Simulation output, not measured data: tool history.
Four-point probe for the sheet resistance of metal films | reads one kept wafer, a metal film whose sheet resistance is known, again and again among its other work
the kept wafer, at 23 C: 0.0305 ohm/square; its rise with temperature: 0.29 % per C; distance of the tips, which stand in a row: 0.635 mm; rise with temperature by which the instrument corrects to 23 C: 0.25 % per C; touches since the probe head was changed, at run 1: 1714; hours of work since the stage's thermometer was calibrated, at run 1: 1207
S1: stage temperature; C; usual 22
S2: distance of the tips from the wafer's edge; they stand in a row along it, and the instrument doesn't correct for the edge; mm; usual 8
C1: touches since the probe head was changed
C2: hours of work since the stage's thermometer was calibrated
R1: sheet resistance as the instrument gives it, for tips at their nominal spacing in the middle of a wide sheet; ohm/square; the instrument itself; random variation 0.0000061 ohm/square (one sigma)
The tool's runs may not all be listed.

| run | hour | S1 | S2 | C1 | C2 | R1 |
|---|---|---|---|---|---|---|
| 1 | 0 | 22 | 8 | 1714 | 1207 | 0.030605 |
| 2 | 13.6 | 22 | 8 | 2232 | 1215 | 0.03059 |
| 3 | 22.4 | 22 | 74 | 2565 | 1220 | 0.030501 |
| 4 | 39.6 | 22 | 74 | 3220 | 1230 | 0.030483 |
| 5 | 55.4 | 22 | 74 | 3824 | 1239 | 0.030489 |
| 6 | 72.6 | 22 | 74 | 4476 | 1249 | 0.030499 |
| 7 | 87 | 22 | 5 | 5026 | 1257 | 0.030744 |
| 8 | 97.5 | 22 | 8 | 5425 | 1263 | 0.030604 |
| 9 | 114.6 | 22 | 8 | 6075 | 1272 | 0.030603 |
| 10 | 123.9 | 22 | 8 | 6430 | 1278 | 0.030594 |
| 11 | 140.7 | 35 | 8 | 7069 | 1287 | 0.030754 |
| 12 | 153.8 | 35 | 8 | 7568 | 1295 | 0.030747 |
| 13 | 169.4 | 32 | 8 | 8160 | 1304 | 0.030723 |
| 14 | 181.1 | 21 | 22 | 8606 | 1310 | 0.030494 |
| 15 | 190.4 | 26 | 3 | 8961 | 1316 | 0.031258 |
| 16 | 206.4 | 20 | 4 | 9568 | 1325 | 0.030877 |
| 17 | 220.5 | 20 | 4 | 10106 | 1333 | 0.030878 |
| 18 | 233.5 | 30 | 3 | 10600 | 1340 | 0.031299 |
| 19 | 247.3 | 22 | 15 | 11126 | 1348 | 0.030521 |

Run 20 comes next. What will it give?
| 20 | 259 | 19 | 74 | 11571 | 1355 | ? |

R1: 0.030444 ohm/square
Without the tool's hidden state the same run would have given R1 0.030443 ohm/square.

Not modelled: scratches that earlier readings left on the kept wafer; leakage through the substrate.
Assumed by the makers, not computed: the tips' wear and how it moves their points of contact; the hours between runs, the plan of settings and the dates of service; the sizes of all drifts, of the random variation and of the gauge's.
